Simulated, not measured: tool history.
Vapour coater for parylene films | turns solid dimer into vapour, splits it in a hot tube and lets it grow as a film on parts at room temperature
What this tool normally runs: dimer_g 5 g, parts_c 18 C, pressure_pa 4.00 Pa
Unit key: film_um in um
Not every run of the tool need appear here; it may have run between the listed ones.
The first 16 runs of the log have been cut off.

run	day	dimer_g	parts_c	pressure_pa	hours of work since the trap's valve was overhauled	hours of work since the table's thermometer was calibrated	film_um
17	11.275	5	25	4.00	271	631	1.66
18	12.138	5	25	4.00	284	644	1.63
19	12.896	5	26	6.38	295	655	1.52
20	13.588	8	20	7.24	305	665	2.79
# day 13.942: trap's valve overhauled
21	14.283	5	13	2.77	5	673	2.73
22	15.083	5	13	2.77	17	685	2.72
23	15.712	5	13	2.77	26	694	2.74
24	16.267	3	13	4.94	34	702	1.54
25	17.267	2	18	6.86	49	716	0.86
26	17.717	2	18	6.86	55	723	0.84
27	18.250	7	21	6.57	63	731	2.75
28	18.842	3	30	2.13	72	740	1.03
29	19.712	3	24	2.51	84	752	1.18
30	20.629	4	18	3.90	98	766	1.77
31	21.400	2	22	3.90	109	777	0.78
32	22.275	5	18	10.58	122	790	1.97

Predict each of these 4 candidate next runs independently; none follows another, all start after run 32:
A	22.717	4	18	10.58	128	796	?
B	22.717	5	18	5.99	128	796	?
C	22.717	5	18	5.91	128	796	?
D	22.717	6	18	4.00	128	796	?

run	film_um
A	1.56
B	2.08
C	2.06
D	2.59
What these runs would have given with no unlogged condition in the tool:
run	film_um
A	1.60
B	2.13
C	2.11
D	2.66

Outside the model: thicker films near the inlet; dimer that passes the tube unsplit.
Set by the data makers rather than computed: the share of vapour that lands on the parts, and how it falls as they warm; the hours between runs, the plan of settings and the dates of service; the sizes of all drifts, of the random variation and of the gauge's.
